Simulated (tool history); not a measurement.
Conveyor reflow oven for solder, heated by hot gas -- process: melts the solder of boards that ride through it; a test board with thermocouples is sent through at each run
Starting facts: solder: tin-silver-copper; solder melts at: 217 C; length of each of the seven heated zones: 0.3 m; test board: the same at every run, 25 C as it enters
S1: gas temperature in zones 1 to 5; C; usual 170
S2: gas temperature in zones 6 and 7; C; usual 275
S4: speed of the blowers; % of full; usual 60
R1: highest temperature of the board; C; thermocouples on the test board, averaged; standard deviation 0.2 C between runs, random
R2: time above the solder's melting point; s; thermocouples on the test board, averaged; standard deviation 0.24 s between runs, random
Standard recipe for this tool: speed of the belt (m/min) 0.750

Run 1, day 0.000: usual settings. Result: R1 249.7 C, R2 32.0 s.
Run 2, day 0.688: usual settings. Result: R1 249.8 C, R2 31.9 s.
Run 3, day 1.250: usual settings. Result: R1 249.5 C, R2 32.5 s.
Run 4, day 1.908: usual settings but S1 169 C. Result: R1 249.1 C, R2 31.4 s.
Run 5, day 2.758: usual settings but S1 169 C. Result: R1 248.8 C, R2 32.2 s.
Run 6, day 3.150: usual settings but S1 169 C. Result: R1 248.8 C, R2 31.8 s.
Run 7, day 3.758: usual settings. Result: R1 249.1 C, R2 31.7 s.
Run 8, day 4.275: usual settings but S4 53 % of full. Result: R1 245.0 C, R2 29.4 s.
Run 9, day 4.833: usual settings but speed of the belt (m/min) 0.815. Result: R1 245.3 C, R2 26.6 s.
Run 10, day 5.500: usual settings but speed of the belt (m/min) 0.815. Result: R1 245.3 C, R2 26.4 s.
Run 11, day 6.117: usual settings. Result: R1 249.0 C, R2 32.4 s.
Run 12, day 6.592: usual settings. Result: R1 249.1 C, R2 32.0 s.
Run 13, day 7.038: usual settings. Result: R1 249.0 C, R2 31.9 s.
Run 14, day 7.396: usual settings. Result: R1 248.9 C, R2 32.0 s.
Run 15, day 8.167: usual settings. Result: R1 249.0 C, R2 32.3 s.
At day 8.400: belt drive overhauled, speed set with a stopwatch.
Run 16, day 9.092: usual settings. Result: R1 249.2 C, R2 31.8 s.
Run 17, day 9.767: usual settings but S1 168 C, S2 287 C. Result: R1 257.6 C, R2 37.0 s.
Run 18, day 10.362: usual settings but S1 168 C, S2 287 C. Result: R1 257.4 C, R2 36.2 s.
At day 10.588: thermocouples of zones 6 and 7 changed.
Run 19, day 11.129: usual settings but S2 287 C, speed of the belt (m/min) 0.841. Result: R1 249.2 C, R2 28.2 s.
Run 20, day 11.971: usual settings but S2 287 C, speed of the belt (m/min) 0.841. Result: R1 249.4 C, R2 28.5 s.
Run 21, day 12.388: usual settings but S2 287 C, speed of the belt (m/min) 0.841. Result: R1 249.6 C, R2 28.6 s.
Run 22, day 12.758: usual settings but S2 287 C, speed of the belt (m/min) 0.841. Result: R1 249.6 C, R2 28.2 s.
At day 13.050: belt drive overhauled, speed set with a stopwatch, once more.
Run 23, day 13.292: usual settings but S2 287 C, speed of the belt (m/min) 0.881, S4 65 % of full. Result: R1 249.3 C, R2 26.4 s.
Run 24, day 14.046: usual settings but S1 184 C, S2 287 C, speed of the belt (m/min) 0.881, S4 65 % of full. Result: R1 253.2 C, R2 31.1 s.
Run 25, day 14.812: usual settings but S1 184 C, S2 287 C, speed of the belt (m/min) 0.881, S4 65 % of full. Result: R1 253.4 C, R2 30.8 s.
Run 26, day 15.596: usual settings but S1 175 C, S2 270 C, speed of the belt (m/min) 0.624, S4 88 % of full. Result: R1 257.9 C, R2 46.3 s.
At day 15.988: flux residue cleaned out of gas plates and filters.
Run 27, day 16.500: usual settings but S1 158 C, S2 280 C, speed of the belt (m/min) 0.856, S4 59 % of full. Result: R1 240.7 C, R2 21.3 s.
Run 28, day 17.238: usual settings but S1 168 C, S2 270 C, speed of the belt (m/min) 0.856, S4 59 % of full. Result: R1 236.4 C, R2 19.8 s.
Run 29, day 17.754: usual settings but S1 168 C, S2 270 C, speed of the belt (m/min) 0.856, S4 59 % of full. Result: R1 236.3 C, R2 20.1 s.
Run 30, day 18.304: usual settings but S1 174 C, S4 56 % of full. Result: R1 246.3 C, R2 31.2 s.
Run 31, day 19.088: usual settings but S1 177 C, speed of the belt (m/min) 0.690. Result: R1 252.6 C, R2 39.1 s.
Run 32, day 19.496: usual settings but S1 165 C, speed of the belt (m/min) 0.748. Result: R1 246.7 C, R2 29.8 s.

Some steps in R1 between neighbouring runs. How much of each would the tool show without its hidden state too (settings, what came in, random variation), and how much is left for the hidden state, with any gauge scatter that isn't in both results?
Hidden state at play: heat that the gas passes to the board, % of a clean oven's; belt's true speed, % of the reading; true gas temperature in zones 6 and 7 over the reading, C; drift of the gauge itself on peak_c, C; drift of the gauge itself on liquid_s, %.
Run 16 -> 17: S1 170 -> 168, S2 275 -> 287. R1 +8.4 C: hidden state -0.1, all else +8.5.
Run 18 -> 19: S1 168 -> 170, speed of the belt (m/min) 0.750 -> 0.841, thermocouples of zones 6 and 7 changed. R1 -8.2 C: hidden state -2.9, all else -5.3.
Run 22 -> 23: speed of the belt (m/min) 0.841 -> 0.881, S4 60 -> 65, belt drive overhauled, speed set with a stopwatch, once more. R1 -0.3 C: hidden state -1.0, all else +0.7.
Run 26 -> 27: S1 175 -> 158, S2 270 -> 280, speed of the belt (m/min) 0.624 -> 0.856, S4 88 -> 59, flux residue cleaned out of gas plates and filters. R1 -17.2 C: hidden state +2.0, all else -19.2.
Run 29 -> 30: S1 168 -> 174, S2 270 -> 275, speed of the belt (m/min) 0.856 -> 0.750, S4 59 -> 56. R1 +10.0 C: hidden state +0.0, all else +10.0.

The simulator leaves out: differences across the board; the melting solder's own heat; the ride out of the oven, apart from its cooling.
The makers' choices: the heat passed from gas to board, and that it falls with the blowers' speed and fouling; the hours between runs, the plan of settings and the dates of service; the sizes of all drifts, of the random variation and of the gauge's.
